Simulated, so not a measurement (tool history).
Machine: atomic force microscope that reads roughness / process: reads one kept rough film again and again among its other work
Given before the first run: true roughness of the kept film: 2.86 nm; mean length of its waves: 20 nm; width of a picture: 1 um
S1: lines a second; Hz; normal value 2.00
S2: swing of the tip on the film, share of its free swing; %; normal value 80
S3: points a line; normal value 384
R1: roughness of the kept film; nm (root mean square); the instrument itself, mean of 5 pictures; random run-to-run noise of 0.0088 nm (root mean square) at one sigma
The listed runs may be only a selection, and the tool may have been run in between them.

{"run": 1, "hour": 0.0, "S1": 2.0, "S2": 80, "S3": 384, "R1": 1.957}
{"run": 2, "hour": 21.6, "S1": 2.0, "S2": 80, "S3": 384, "R1": 1.957}
{"run": 3, "hour": 48.5, "S1": 1.0, "S2": 80, "S3": 384, "R1": 2.129}
{"run": 4, "hour": 63.5, "S1": 1.0, "S2": 80, "S3": 384, "R1": 2.112}
{"run": 5, "hour": 89.3, "S1": 1.0, "S2": 80, "S3": 384, "R1": 2.119}
{"run": 6, "hour": 106.5, "S1": 1.0, "S2": 80, "S3": 384, "R1": 2.135}
{"run": 7, "hour": 133.7, "S1": 1.0, "S2": 80, "S3": 384, "R1": 2.108}
{"run": 8, "hour": 147.0, "S1": 2.0, "S2": 80, "S3": 384, "R1": 1.946}
{"run": 9, "hour": 161.0, "S1": 2.0, "S2": 80, "S3": 384, "R1": 1.944}
{"run": 10, "hour": 173.4, "S1": 2.0, "S2": 80, "S3": 384, "R1": 1.923}
{"run": 11, "hour": 191.1, "S1": 2.0, "S2": 80, "S3": 384, "R1": 1.935}
{"run": 12, "hour": 204.3, "S1": 2.0, "S2": 80, "S3": 384, "R1": 1.931}
{"run": 13, "hour": 220.1, "S1": 2.65, "S2": 80, "S3": 384, "R1": 1.816}
{"run": 14, "hour": 239.8, "S1": 2.65, "S2": 80, "S3": 384, "R1": 1.838}
{"run": 15, "hour": 254.5, "S1": 0.93, "S2": 58, "S3": 343, "R1": 2.269}
{"run": 16, "hour": 278.8, "S1": 1.34, "S2": 80, "S3": 283, "R1": 2.023}
{"run": 17, "hour": 294.7, "S1": 1.84, "S2": 81, "S3": 862, "R1": 1.969}
{"hour": 308.7, "done": "new tip fitted"}
{"run": 18, "hour": 311.1, "S1": 1.6, "S2": 62, "S3": 899, "R1": 2.254}
{"run": 19, "hour": 332.5, "S1": 1.6, "S2": 62, "S3": 899, "R1": 2.247}
{"run": 20, "hour": 346.6, "S1": 2.0, "S2": 67, "S3": 549, "R1": 2.14}
{"run": 21, "hour": 372.7, "S1": 2.0, "S2": 67, "S3": 549, "R1": 2.138}
{"run": 22, "hour": 388.8, "S1": 2.0, "S2": 67, "S3": 549, "R1": 2.143}
{"run": 23, "hour": 415.7, "S1": 3.81, "S2": 67, "S3": 384, "R1": 1.974}
{"run": 24, "hour": 440.6, "S1": 3.81, "S2": 65, "S3": 419, "R1": 1.991}
{"run": 25, "hour": 468.0, "S1": 1.55, "S2": 60, "S3": 745, "R1": 2.252}
{"run": 26, "hour": 494.7, "S1": 1.55, "S2": 60, "S3": 745, "R1": 2.259}
{"run": 27, "hour": 520.2, "S1": 2.0, "S2": 82, "S3": 384, "R1": 1.904}
{"run": 28, "hour": 546.6, "S1": 2.0, "S2": 82, "S3": 384, "R1": 1.888}

Branching from run 28: 3 alternative next runs. What would each branch give?
{"run": "A", "hour": 574.6, "S1": 2.0, "S2": 80, "S3": 323, "R1": "?"}
{"run": "B", "hour": 574.6, "S1": 1.57, "S2": 88, "S3": 419, "R1": "?"}
{"run": "C", "hour": 574.6, "S1": 0.85, "S2": 58, "S3": 815, "R1": "?"}

run=A R1=1.932
run=B R1=1.892
run=C R1=2.303
Had the tool no hidden state, the same runs would have come out as:
run=A R1=1.940
run=B R1=1.900
run=C R1=2.312
